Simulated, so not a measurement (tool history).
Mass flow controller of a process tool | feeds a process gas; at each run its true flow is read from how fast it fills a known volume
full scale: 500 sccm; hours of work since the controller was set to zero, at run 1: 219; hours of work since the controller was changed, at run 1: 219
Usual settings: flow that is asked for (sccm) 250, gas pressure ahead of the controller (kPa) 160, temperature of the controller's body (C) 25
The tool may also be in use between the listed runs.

| run | hour | flow that is asked for (sccm) | gas pressure ahead of the controller (kPa) | temperature of the controller's body (C) | hours of work since the controller was set to zero | hours of work since the controller was changed | true flow (%) |
|---|---|---|---|---|---|---|---|
| 1 | 0.0 | 250 | 160 | 25 | 219 | 219 | 98.52 |
| 2 | 113.7 | 250 | 160 | 25 | 282 | 282 | 98.44 |
| 3 | 244.0 | 250 | 160 | 25 | 353 | 353 | 98.46 |
| 4 | 351.5 | 250 | 160 | 25 | 412 | 412 | 98.50 |
| 5 | 455.9 | 250 | 160 | 25 | 469 | 469 | 98.43 |
| 6 | 543.7 | 250 | 160 | 25 | 517 | 517 | 98.23 |
| 7 | 646.4 | 250 | 165 | 25 | 573 | 573 | 98.22 |
| 8 | 724.2 | 250 | 165 | 25 | 615 | 615 | 98.25 |
| 9 | 817.5 | 250 | 165 | 25 | 666 | 666 | 98.11 |
| 10 | 888.1 | 250 | 165 | 25 | 705 | 705 | 98.17 |
| 11 | 953.6 | 250 | 165 | 25 | 741 | 741 | 98.28 |
| 12 | 1053.1 | 250 | 160 | 25 | 795 | 795 | 98.14 |
| 13 | 1142.8 | 250 | 160 | 25 | 844 | 844 | 98.12 |
|  | 1150.9 | controller's zero set anew |
| 14 | 1269.2 | 250 | 160 | 25 | 65 | 913 | 98.11 |
| 15 | 1325.4 | 250 | 160 | 25 | 95 | 943 | 98.04 |
| 16 | 1382.6 | 250 | 160 | 25 | 127 | 975 | 98.00 |
| 17 | 1462.4 | 250 | 160 | 25 | 170 | 1018 | 98.14 |
| 18 | 1534.5 | 250 | 160 | 25 | 210 | 1058 | 97.95 |
| 19 | 1642.3 | 250 | 160 | 25 | 269 | 1117 | 97.99 |
|  | 1690.7 | controller's zero set anew, once more |
| 20 | 1767.1 | 250 | 160 | 25 | 42 | 1185 | 98.30 |
| 21 | 1873.9 | 250 | 160 | 25 | 100 | 1243 | 98.24 |
| 22 | 1979.2 | 250 | 160 | 25 | 158 | 1300 | 98.25 |
| 23 | 2080.1 | 250 | 188 | 25 | 213 | 1356 | 97.97 |
| 24 | 2136.7 | 54 | 188 | 25 | 244 | 1386 | 96.35 |
| 25 | 2200.4 | 70 | 245 | 21 | 278 | 1421 | 96.29 |
| 26 | 2331.3 | 70 | 245 | 21 | 350 | 1493 | 96.09 |
| 27 | 2447.8 | 250 | 261 | 25 | 414 | 1556 | 97.43 |
| 28 | 2561.2 | 250 | 261 | 25 | 476 | 1618 | 97.24 |
| 29 | 2646.6 | 250 | 261 | 25 | 522 | 1665 | 97.17 |
| 30 | 2712.0 | 149 | 150 | 24 | 558 | 1701 | 97.23 |
| 31 | 2808.1 | 149 | 150 | 24 | 611 | 1753 | 97.39 |
| 32 | 2875.0 | 149 | 150 | 24 | 647 | 1790 | 97.30 |
| 33 | 2955.1 | 250 | 160 | 31 | 691 | 1834 | 97.71 |
| 34 | 3089.6 | 250 | 278 | 27 | 764 | 1907 | 96.85 |
| 35 | 3218.2 | 250 | 278 | 27 | 835 | 1977 | 96.97 |
| 36 | 3336.0 | 76 | 265 | 27 | 899 | 2042 | 95.16 |
| 37 | 3469.0 | 76 | 265 | 27 | 972 | 2114 | 95.08 |
| 38 | 3527.2 | 250 | 192 | 35 | 1004 | 2146 | 97.24 |
| 39 | 3582.1 | 51 | 158 | 31 | 1033 | 2176 | 94.92 |
| 40 | 3704.7 | 52 | 164 | 35 | 1101 | 2243 | 94.74 |
| 41 | 3809.2 | 61 | 143 | 25 | 1158 | 2300 | 95.30 |
| 42 | 3909.0 | 106 | 278 | 37 | 1212 | 2355 | 94.90 |
| 43 | 4002.4 | 106 | 278 | 21 | 1263 | 2406 | 95.38 |
| 44 | 4059.9 | 66 | 160 | 26 | 1295 | 2437 | 95.32 |
| 45 | 4187.7 | 66 | 160 | 26 | 1364 | 2507 | 95.03 |
| 46 | 4299.7 | 477 | 160 | 31 | 1426 | 2568 | 98.69 |
| 47 | 4371.0 | 477 | 160 | 31 | 1465 | 2607 | 98.79 |
| 48 | 4471.2 | 250 | 169 | 22 | 1519 | 2662 | 97.39 |

Forecast each of these 3 alternatives for the next run:
| A | 4528.1 | 93 | 184 | 21 | 1550 | 2693 | ? |
| B | 4528.1 | 96 | 160 | 27 | 1550 | 2693 | ? |
| C | 4528.1 | 281 | 172 | 40 | 1550 | 2693 | ? |

| run | true flow (%) |
|---|---|
| A | 95.51 |
| B | 95.77 |
| C | 97.11 |
Without the tool's hidden state the same runs would have given:
| run | true flow (%) |
|---|---|
| A | 98.10 |
| B | 98.31 |
| C | 98.69 |

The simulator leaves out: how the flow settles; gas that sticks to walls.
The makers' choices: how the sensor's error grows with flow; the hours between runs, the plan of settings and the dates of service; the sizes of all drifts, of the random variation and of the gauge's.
